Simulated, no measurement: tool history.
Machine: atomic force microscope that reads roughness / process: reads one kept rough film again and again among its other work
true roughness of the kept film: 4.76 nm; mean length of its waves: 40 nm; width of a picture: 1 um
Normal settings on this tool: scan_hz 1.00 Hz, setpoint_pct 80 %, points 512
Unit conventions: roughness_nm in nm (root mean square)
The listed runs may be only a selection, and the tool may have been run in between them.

{"run": 1, "day": 0.0, "scan_hz": 1.0, "setpoint_pct": 80, "points": 512, "roughness_nm": 3.455}
{"run": 2, "day": 0.858, "scan_hz": 1.0, "setpoint_pct": 80, "points": 512, "roughness_nm": 3.344}
{"day": 1.388, "done": "new tip fitted"}
{"run": 3, "day": 1.475, "scan_hz": 1.0, "setpoint_pct": 80, "points": 512, "roughness_nm": 4.04}
{"run": 4, "day": 2.062, "scan_hz": 1.0, "setpoint_pct": 80, "points": 512, "roughness_nm": 3.987}
{"run": 5, "day": 3.008, "scan_hz": 1.0, "setpoint_pct": 71, "points": 512, "roughness_nm": 3.912}
{"run": 6, "day": 4.092, "scan_hz": 1.0, "setpoint_pct": 80, "points": 417, "roughness_nm": 3.606}
{"run": 7, "day": 4.608, "scan_hz": 1.0, "setpoint_pct": 80, "points": 526, "roughness_nm": 3.544}
{"run": 8, "day": 5.654, "scan_hz": 1.0, "setpoint_pct": 63, "points": 512, "roughness_nm": 3.616}
{"day": 5.992, "done": "new tip fitted"}
{"run": 9, "day": 6.146, "scan_hz": 1.0, "setpoint_pct": 63, "points": 512, "roughness_nm": 4.27}
{"run": 10, "day": 6.829, "scan_hz": 1.0, "setpoint_pct": 63, "points": 512, "roughness_nm": 4.118}
{"run": 11, "day": 7.917, "scan_hz": 1.0, "setpoint_pct": 60, "points": 512, "roughness_nm": 3.982}
{"run": 12, "day": 8.796, "scan_hz": 3.09, "setpoint_pct": 80, "points": 512, "roughness_nm": 2.968}
{"run": 13, "day": 9.792, "scan_hz": 3.09, "setpoint_pct": 80, "points": 512, "roughness_nm": 2.886}
{"run": 14, "day": 10.375, "scan_hz": 1.0, "setpoint_pct": 80, "points": 512, "roughness_nm": 3.362}
{"day": 10.575, "done": "new tip fitted"}
{"run": 15, "day": 11.467, "scan_hz": 1.0, "setpoint_pct": 80, "points": 512, "roughness_nm": 3.909}
{"run": 16, "day": 12.396, "scan_hz": 1.0, "setpoint_pct": 80, "points": 512, "roughness_nm": 3.739}
{"run": 17, "day": 13.0, "scan_hz": 1.0, "setpoint_pct": 80, "points": 512, "roughness_nm": 3.63}
{"run": 18, "day": 13.567, "scan_hz": 0.54, "setpoint_pct": 78, "points": 719, "roughness_nm": 3.74}
{"run": 19, "day": 14.417, "scan_hz": 1.0, "setpoint_pct": 77, "points": 512, "roughness_nm": 3.521}
{"day": 15.175, "done": "new tip fitted"}
{"run": 20, "day": 15.283, "scan_hz": 1.85, "setpoint_pct": 77, "points": 539, "roughness_nm": 3.823}
{"run": 21, "day": 16.196, "scan_hz": 1.63, "setpoint_pct": 71, "points": 512, "roughness_nm": 3.866}
{"run": 22, "day": 17.196, "scan_hz": 1.63, "setpoint_pct": 71, "points": 512, "roughness_nm": 3.713}
{"run": 23, "day": 18.2, "scan_hz": 1.63, "setpoint_pct": 71, "points": 512, "roughness_nm": 3.524}
{"run": 24, "day": 19.183, "scan_hz": 1.49, "setpoint_pct": 78, "points": 501, "roughness_nm": 3.306}
{"day": 19.738, "done": "new tip fitted"}
{"run": 25, "day": 19.917, "scan_hz": 0.51, "setpoint_pct": 80, "points": 512, "roughness_nm": 4.212}
{"run": 26, "day": 20.629, "scan_hz": 0.51, "setpoint_pct": 75, "points": 512, "roughness_nm": 4.118}
{"run": 27, "day": 21.625, "scan_hz": 3.93, "setpoint_pct": 80, "points": 512, "roughness_nm": 2.924}
{"run": 28, "day": 22.388, "scan_hz": 0.91, "setpoint_pct": 79, "points": 478, "roughness_nm": 3.655}
{"run": 29, "day": 23.304, "scan_hz": 3.01, "setpoint_pct": 86, "points": 515, "roughness_nm": 2.695}
{"run": 30, "day": 23.867, "scan_hz": 3.01, "setpoint_pct": 86, "points": 515, "roughness_nm": 2.631}
{"day": 24.417, "done": "new tip fitted"}
{"run": 31, "day": 24.45, "scan_hz": 3.01, "setpoint_pct": 86, "points": 515, "roughness_nm": 3.162}
{"run": 32, "day": 24.912, "scan_hz": 0.69, "setpoint_pct": 80, "points": 302, "roughness_nm": 4.06}
{"run": 33, "day": 25.596, "scan_hz": 0.69, "setpoint_pct": 80, "points": 302, "roughness_nm": 3.965}

Per-run results on a tool with no hidden state, each run keeping its own random variation:
Unlogged tool condition in this case: radius of the tip, nm; height scale over the true one, %; drift of the gauge itself on roughness_nm, %.
run=1 roughness_nm=4.027
run=2 roughness_nm=4.032
run=3 roughness_nm=4.051
run=4 roughness_nm=4.097
run=5 roughness_nm=4.192
run=6 roughness_nm=4.041
run=7 roughness_nm=4.046
run=8 roughness_nm=4.322
run=9 roughness_nm=4.298
run=10 roughness_nm=4.287
run=11 roughness_nm=4.333
run=12 roughness_nm=3.362
run=13 roughness_nm=3.409
run=14 roughness_nm=4.057
run=15 roughness_nm=4.059
run=16 roughness_nm=4.053
run=17 roughness_nm=4.035
run=18 roughness_nm=4.259
run=19 roughness_nm=4.137
run=20 roughness_nm=3.833
run=21 roughness_nm=4.058
run=22 roughness_nm=4.048
run=23 roughness_nm=4.012
run=24 roughness_nm=3.908
run=25 roughness_nm=4.238
run=26 roughness_nm=4.295
run=27 roughness_nm=3.189
run=28 roughness_nm=4.111
run=29 roughness_nm=3.150
run=30 roughness_nm=3.147
run=31 roughness_nm=3.156
run=32 roughness_nm=4.132
run=33 roughness_nm=4.149
